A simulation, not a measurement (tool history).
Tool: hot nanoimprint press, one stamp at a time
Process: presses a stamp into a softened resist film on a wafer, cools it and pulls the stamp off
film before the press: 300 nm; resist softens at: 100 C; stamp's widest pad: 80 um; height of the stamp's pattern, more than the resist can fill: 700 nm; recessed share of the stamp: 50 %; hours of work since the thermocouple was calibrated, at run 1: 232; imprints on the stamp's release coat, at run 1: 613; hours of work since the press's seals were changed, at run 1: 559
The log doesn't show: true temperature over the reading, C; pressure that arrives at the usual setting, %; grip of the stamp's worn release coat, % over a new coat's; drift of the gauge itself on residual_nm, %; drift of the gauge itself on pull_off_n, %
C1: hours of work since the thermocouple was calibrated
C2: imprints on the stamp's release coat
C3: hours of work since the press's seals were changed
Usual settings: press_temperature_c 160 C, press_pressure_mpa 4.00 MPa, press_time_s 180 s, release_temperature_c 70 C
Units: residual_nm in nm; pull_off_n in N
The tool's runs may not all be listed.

Run 1, hour 0.0: usual settings; C1 232; C2 613; C3 559. Result: residual_nm 183.7 nm, pull_off_n 124 N.
At hour 20.7: press's hydraulic seals changed and the load cell set to zero.
Run 2, hour 25.9: usual settings but press_time_s 161 s; C1 243; C2 662; C3 3. Result: residual_nm 185.7 nm, pull_off_n 121 N.
Run 3, hour 45.6: usual settings but press_pressure_mpa 5.31 MPa; C1 255; C2 716; C3 15. Result: residual_nm 162.6 nm, pull_off_n 126 N.
Run 4, hour 74.5: usual settings but press_pressure_mpa 5.31 MPa; C1 273; C2 795; C3 33. Result: residual_nm 162.6 nm, pull_off_n 122 N.
At hour 91.7: plate thermocouple calibrated.
Run 5, hour 98.2: usual settings but press_pressure_mpa 5.31 MPa; C1 4; C2 852; C3 46. Result: residual_nm 163.8 nm, pull_off_n 124 N.
Run 6, hour 131.8: usual settings but press_temperature_c 164 C; C1 25; C2 943; C3 66. Result: residual_nm 151.3 nm, pull_off_n 127 N.
At hour 167.4: plate thermocouple calibrated, once more.
Run 7, hour 167.4: usual settings but press_temperature_c 164 C; C1 0; C2 1033; C3 86. Result: residual_nm 144.7 nm, pull_off_n 124 N.
Run 8, hour 187.0: usual settings but press_temperature_c 164 C; C1 12; C2 1086; C3 98. Result: residual_nm 142.9 nm, pull_off_n 134 N.
Run 9, hour 212.6: usual settings but press_temperature_c 164 C; C1 28; C2 1156; C3 114. Result: residual_nm 144.0 nm, pull_off_n 132 N.
Run 10, hour 228.8: usual settings but press_temperature_c 164 C; C1 38; C2 1200; C3 124. Result: residual_nm 142.4 nm, pull_off_n 134 N.
Run 11, hour 244.5: usual settings but press_temperature_c 164 C; C1 47; C2 1243; C3 133. Result: residual_nm 143.9 nm, pull_off_n 136 N.
Run 12, hour 278.7: usual settings but press_temperature_c 164 C; C1 68; C2 1337; C3 154. Result: residual_nm 145.7 nm, pull_off_n 141 N.
Run 13, hour 313.7: usual settings but press_pressure_mpa 2.88 MPa; C1 90; C2 1432; C3 176. Result: residual_nm 197.2 nm, pull_off_n 143 N.
Run 14, hour 344.3: usual settings; C1 108; C2 1516; C3 195. Result: residual_nm 179.7 nm, pull_off_n 147 N.
Run 15, hour 376.6: usual settings but press_pressure_mpa 2.54 MPa; C1 128; C2 1604; C3 214. Result: residual_nm 206.8 nm, pull_off_n 143 N.
Run 16, hour 401.1: usual settings; C1 143; C2 1671; C3 229. Result: residual_nm 178.9 nm, pull_off_n 151 N.
Run 17, hour 434.6: usual settings but press_temperature_c 169 C, press_pressure_mpa 2.47 MPa, press_time_s 307 s, release_temperature_c 64 C; C1 164; C2 1763; C3 250. Result: residual_nm 117.6 nm, pull_off_n 154 N.
Run 18, hour 463.4: usual settings but press_temperature_c 153 C, press_pressure_mpa 2.47 MPa, press_time_s 307 s, release_temperature_c 64 C; C1 181; C2 1841; C3 268. Result: residual_nm 237.9 nm, pull_off_n 169 N.
Run 19, hour 478.2: usual settings but press_temperature_c 151 C, press_pressure_mpa 6.13 MPa, press_time_s 102 s, release_temperature_c 66 C; C1 190; C2 1882; C3 277. Result: residual_nm 252.2 nm, pull_off_n 162 N.
Run 20, hour 513.1: usual settings but press_temperature_c 151 C, press_pressure_mpa 4.54 MPa, press_time_s 147 s, release_temperature_c 66 C; C1 212; C2 1977; C3 298. Result: residual_nm 251.3 nm, pull_off_n 162 N.
Run 21, hour 533.5: usual settings but press_temperature_c 151 C, press_pressure_mpa 4.54 MPa, press_time_s 147 s, release_temperature_c 66 C; C1 224; C2 2033; C3 311. Result: residual_nm 254.6 nm, pull_off_n 165 N.
Run 22, hour 552.5: usual settings but press_temperature_c 155 C, press_pressure_mpa 6.34 MPa, press_time_s 147 s, release_temperature_c 66 C; C1 236; C2 2085; C3 322. Result: residual_nm 204.8 nm, pull_off_n 167 N.
At hour 570.1: stamp cleaned and given a new release coat.
Run 23, hour 578.3: usual settings but press_temperature_c 155 C, press_pressure_mpa 6.39 MPa, press_time_s 344 s, release_temperature_c 57 C; C1 248; C2 22; C3 334. Result: residual_nm 156.3 nm, pull_off_n 111 N.
Run 24, hour 598.1: usual settings but press_temperature_c 155 C, press_pressure_mpa 6.39 MPa, press_time_s 344 s, release_temperature_c 57 C; C1 260; C2 76; C3 346. Result: residual_nm 158.8 nm, pull_off_n 112 N.
Run 25, hour 623.3: usual settings but press_temperature_c 155 C, press_pressure_mpa 6.39 MPa, release_temperature_c 57 C; C1 276; C2 145; C3 362. Result: residual_nm 193.3 nm, pull_off_n 118 N.
At hour 635.3: plate thermocouple calibrated.
Run 26, hour 657.6: usual settings but press_temperature_c 151 C, press_pressure_mpa 4.81 MPa, press_time_s 225 s, release_temperature_c 60 C; C1 14; C2 230; C3 381. Result: residual_nm 226.1 nm, pull_off_n 113 N.
Run 27, hour 685.3: usual settings but press_temperature_c 151 C, press_pressure_mpa 6.10 MPa, press_time_s 136 s, release_temperature_c 60 C; C1 31; C2 306; C3 398. Result: residual_nm 236.2 nm, pull_off_n 122 N.
Run 28, hour 719.0: usual settings but press_pressure_mpa 2.59 MPa; C1 51; C2 398; C3 419. Result: residual_nm 203.3 nm, pull_off_n 105 N.
Run 29, hour 748.4: usual settings but press_temperature_c 157 C; C1 69; C2 479; C3 437. Result: residual_nm 202.5 nm, pull_off_n 110 N.
Run 30, hour 776.2: usual settings but press_temperature_c 168 C, press_pressure_mpa 5.68 MPa; C1 86; C2 554; C3 454. Result: residual_nm 102.8 nm, pull_off_n 115 N.
Run 31, hour 805.5: usual settings but press_temperature_c 168 C, press_pressure_mpa 5.68 MPa; C1 104; C2 635; C3 472. Result: residual_nm 103.0 nm, pull_off_n 113 N.

Forecast each of these 3 alternatives for the next run:
Run A, hour 830.6: usual settings but press_temperature_c 168 C, press_pressure_mpa 4.89 MPa, press_time_s 245 s, release_temperature_c 69 C; C1 120; C2 703; C3 487. Result: residual_nm ?, pull_off_n ?.
Run B, hour 830.6: usual settings but press_temperature_c 165 C, press_pressure_mpa 4.66 MPa, press_time_s 122 s; C1 120; C2 703; C3 487. Result: residual_nm ?, pull_off_n ?.
Run C, hour 830.6: usual settings but press_temperature_c 166 C, press_pressure_mpa 5.68 MPa, press_time_s 90 s; C1 120; C2 703; C3 487. Result: residual_nm ?, pull_off_n ?.

run  residual_nm  pull_off_n
  A         97.6         120
  B        153.1         123
  C        150.2         117
Without the tool's hidden state the same runs would have given:
run  residual_nm  pull_off_n
  A         93.2         100
  B        147.2         102
  C        143.9          97

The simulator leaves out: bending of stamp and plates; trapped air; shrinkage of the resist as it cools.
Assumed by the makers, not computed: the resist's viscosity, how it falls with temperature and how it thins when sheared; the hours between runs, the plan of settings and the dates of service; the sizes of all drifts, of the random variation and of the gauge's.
